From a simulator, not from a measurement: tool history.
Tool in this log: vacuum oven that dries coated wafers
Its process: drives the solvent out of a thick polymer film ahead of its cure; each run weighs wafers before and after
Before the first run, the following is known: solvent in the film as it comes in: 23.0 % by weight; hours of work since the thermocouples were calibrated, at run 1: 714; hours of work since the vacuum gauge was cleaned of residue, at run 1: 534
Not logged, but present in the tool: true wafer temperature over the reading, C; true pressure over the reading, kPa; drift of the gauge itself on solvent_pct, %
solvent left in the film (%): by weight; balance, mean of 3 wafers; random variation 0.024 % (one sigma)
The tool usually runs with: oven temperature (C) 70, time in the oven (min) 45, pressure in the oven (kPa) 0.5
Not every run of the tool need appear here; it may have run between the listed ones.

run	day	oven temperature (C)	time in the oven (min)	pressure in the oven (kPa)	hours of work since the thermocouples were calibrated	hours of work since the vacuum gauge was cleaned of residue	solvent left in the film (%)
1	0	70	45	0.5	714	534	3.97
2	2.067	70	45	0.5	749	568	4
3	3.654	70	45	0.5	775	595	3.98
4	5.408	70	68	0.5	805	624	2.08
5	6.592	70	45	0.5	825	644	4.01
6	9.333	70	45	0.5	870	690	3.95
7	11.371	70	45	0.5	905	724	3.95
8	13.142	70	45	0.5	934	754	3.94
9	15.179	70	34	0.5	968	788	5.61
# day 15.617: oven's thermocouples calibrated
10	17.604	70	34	0.5	33	827	5.95
11	18.771	66	45	0.5	53	847	5.53
12	20.083	66	45	0.5	75	869	5.51
13	22.392	70	45	0.5	114	907	4.2
14	24.583	70	45	0.5	150	944	4.16
15	26.646	70	45	1.697	185	979	5.46
16	28.85	70	48	0.5	222	1015	3.82
17	30.638	70	48	0.5	252	1045	3.84
18	31.888	56	63	0.5	272	1066	7.02
19	33.221	70	78	0.5	295	1089	1.79
20	35.692	79	45	0.593	336	1130	1.99
21	37.512	61	36	1.396	367	1161	9.75
22	39.179	70	70	1.745	395	1188	3.53
23	41.242	70	70	1.745	429	1223	3.53
24	43.283	59	34	0.303	463	1257	9.55
25	45.825	70	75	0.5	506	1300	1.87
26	48.579	70	52	0.451	552	1346	3.27
27	51.254	70	52	0.278	597	1391	3.06
28	53.25	56	79	1.223	630	1424	6.83
29	55.642	56	79	1.223	670	1464	6.77
30	57.862	63	79	0.715	708	1501	3.5
31	60.475	63	30	1.154	751	1545	9.64

Across each entry between runs, compare the hidden state at the last listed run before it with the hidden state at the first listed run after it:
Between runs 9 and 10: oven's thermocouples calibrated (day 15.617)
  true wafer temperature over the reading, C: 1.02 -> 0.04; true pressure over the reading, kPa: 0.123 -> 0.129
  measured value less the no-hidden-state value, solvent left in the film (%): -0.23 -> +0.11

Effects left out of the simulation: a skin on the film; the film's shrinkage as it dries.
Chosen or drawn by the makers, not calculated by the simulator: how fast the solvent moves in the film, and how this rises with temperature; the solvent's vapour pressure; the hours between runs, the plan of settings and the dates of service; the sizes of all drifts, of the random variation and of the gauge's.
